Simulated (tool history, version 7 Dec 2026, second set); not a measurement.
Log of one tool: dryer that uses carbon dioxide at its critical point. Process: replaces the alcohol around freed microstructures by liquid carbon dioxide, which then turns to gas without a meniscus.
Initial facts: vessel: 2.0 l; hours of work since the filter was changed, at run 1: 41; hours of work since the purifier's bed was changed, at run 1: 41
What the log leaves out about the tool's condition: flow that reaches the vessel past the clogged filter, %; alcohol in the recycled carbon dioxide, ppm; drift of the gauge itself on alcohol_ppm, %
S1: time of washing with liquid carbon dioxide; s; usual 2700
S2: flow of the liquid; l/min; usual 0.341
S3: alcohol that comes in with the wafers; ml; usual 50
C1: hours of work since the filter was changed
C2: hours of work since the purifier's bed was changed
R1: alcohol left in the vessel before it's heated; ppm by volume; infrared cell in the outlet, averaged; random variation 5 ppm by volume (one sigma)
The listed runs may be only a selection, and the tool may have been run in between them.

{"run": 1, "hour": 0.0, "S1": 2700, "S2": 0.341, "S3": 50, "C1": 41, "C2": 41, "R1": 21}
{"run": 2, "hour": 17.8, "S1": 2700, "S2": 0.341, "S3": 50, "C1": 49, "C2": 49, "R1": 33}
{"run": 3, "hour": 59.5, "S1": 2700, "S2": 0.341, "S3": 29, "C1": 67, "C2": 67, "R1": 18}
{"run": 4, "hour": 86.4, "S1": 2700, "S2": 0.341, "S3": 29, "C1": 79, "C2": 79, "R1": 25}
{"run": 5, "hour": 115.1, "S1": 2700, "S2": 0.341, "S3": 29, "C1": 91, "C2": 91, "R1": 22}
{"run": 6, "hour": 134.5, "S1": 2700, "S2": 0.341, "S3": 50, "C1": 100, "C2": 100, "R1": 19}
{"run": 7, "hour": 152.7, "S1": 2700, "S2": 0.341, "S3": 50, "C1": 107, "C2": 107, "R1": 28}
{"run": 8, "hour": 194.3, "S1": 2700, "S2": 0.341, "S3": 50, "C1": 125, "C2": 125, "R1": 31}
{"run": 9, "hour": 213.2, "S1": 2700, "S2": 0.341, "S3": 50, "C1": 134, "C2": 134, "R1": 38}
{"run": 10, "hour": 234.6, "S1": 2700, "S2": 0.341, "S3": 50, "C1": 143, "C2": 143, "R1": 47}
{"run": 11, "hour": 256.5, "S1": 2700, "S2": 0.341, "S3": 114, "C1": 152, "C2": 152, "R1": 66}
{"run": 12, "hour": 277.6, "S1": 2700, "S2": 0.341, "S3": 114, "C1": 161, "C2": 161, "R1": 68}
{"run": 13, "hour": 308.9, "S1": 2700, "S2": 0.341, "S3": 114, "C1": 175, "C2": 175, "R1": 74}
{"run": 14, "hour": 350.4, "S1": 2040, "S2": 0.341, "S3": 50, "C1": 193, "C2": 193, "R1": 132}
{"run": 15, "hour": 369.6, "S1": 2040, "S2": 0.341, "S3": 50, "C1": 201, "C2": 201, "R1": 136}
{"run": 16, "hour": 393.4, "S1": 2040, "S2": 0.341, "S3": 50, "C1": 212, "C2": 212, "R1": 131}
{"run": 17, "hour": 428.0, "S1": 2040, "S2": 0.341, "S3": 50, "C1": 227, "C2": 227, "R1": 143}
{"run": 18, "hour": 452.1, "S1": 2700, "S2": 0.275, "S3": 106, "C1": 237, "C2": 237, "R1": 195}
{"run": 19, "hour": 477.5, "S1": 3660, "S2": 0.234, "S3": 51, "C1": 248, "C2": 248, "R1": 52}
{"run": 20, "hour": 518.6, "S1": 2700, "S2": 0.482, "S3": 27, "C1": 266, "C2": 266, "R1": 24}
{"run": 21, "hour": 556.5, "S1": 3660, "S2": 0.419, "S3": 25, "C1": 282, "C2": 282, "R1": 26}
{"run": 22, "hour": 578.2, "S1": 3660, "S2": 0.419, "S3": 25, "C1": 292, "C2": 292, "R1": 34}
{"run": 23, "hour": 602.0, "S1": 2760, "S2": 0.533, "S3": 45, "C1": 302, "C2": 302, "R1": 35}
{"run": 24, "hour": 628.2, "S1": 3000, "S2": 0.497, "S3": 88, "C1": 313, "C2": 313, "R1": 34}
{"run": 25, "hour": 666.9, "S1": 2460, "S2": 0.341, "S3": 50, "C1": 330, "C2": 330, "R1": 83}
{"run": 26, "hour": 690.6, "S1": 3120, "S2": 0.29, "S3": 47, "C1": 340, "C2": 340, "R1": 63}
{"run": 27, "hour": 713.3, "S1": 2880, "S2": 0.272, "S3": 32, "C1": 350, "C2": 350, "R1": 81}
{"run": 28, "hour": 753.1, "S1": 2280, "S2": 0.272, "S3": 59, "C1": 367, "C2": 367, "R1": 307}
{"run": 29, "hour": 777.6, "S1": 2640, "S2": 0.225, "S3": 25, "C1": 378, "C2": 378, "R1": 177}
{"run": 30, "hour": 808.7, "S1": 2040, "S2": 0.283, "S3": 32, "C1": 391, "C2": 391, "R1": 254}
{"run": 31, "hour": 850.8, "S1": 2040, "S2": 0.283, "S3": 32, "C1": 409, "C2": 409, "R1": 245}
{"run": 32, "hour": 882.9, "S1": 2880, "S2": 0.283, "S3": 97, "C1": 423, "C2": 423, "R1": 146}
{"run": 33, "hour": 910.3, "S1": 2880, "S2": 0.283, "S3": 97, "C1": 435, "C2": 435, "R1": 161}
{"run": 34, "hour": 951.8, "S1": 2880, "S2": 0.283, "S3": 97, "C1": 453, "C2": 453, "R1": 155}

Here are 5 independent what-if runs from the current tool condition. What would each one return?
{"run": "A", "hour": 973.5, "S1": 2040, "S2": 0.219, "S3": 83, "C1": 462, "C2": 462, "R1": "?"}
{"run": "B", "hour": 973.5, "S1": 3660, "S2": 0.29, "S3": 94, "C1": 462, "C2": 462, "R1": "?"}
{"run": "C", "hour": 973.5, "S1": 1980, "S2": 0.214, "S3": 78, "C1": 462, "C2": 462, "R1": "?"}
{"run": "D", "hour": 973.5, "S1": 1920, "S2": 0.42, "S3": 105, "C1": 462, "C2": 462, "R1": "?"}
{"run": "E", "hour": 973.5, "S1": 2220, "S2": 0.404, "S3": 96, "C1": 462, "C2": 462, "R1": "?"}

run=A R1=1508
run=B R1=63
run=C R1=1660
run=D R1=205
run=E R1=127
Without the tool's hidden state the same runs would have given:
run=A R1=1017
run=B R1=9
run=C R1=1142
run=D R1=93
run=E R1=48
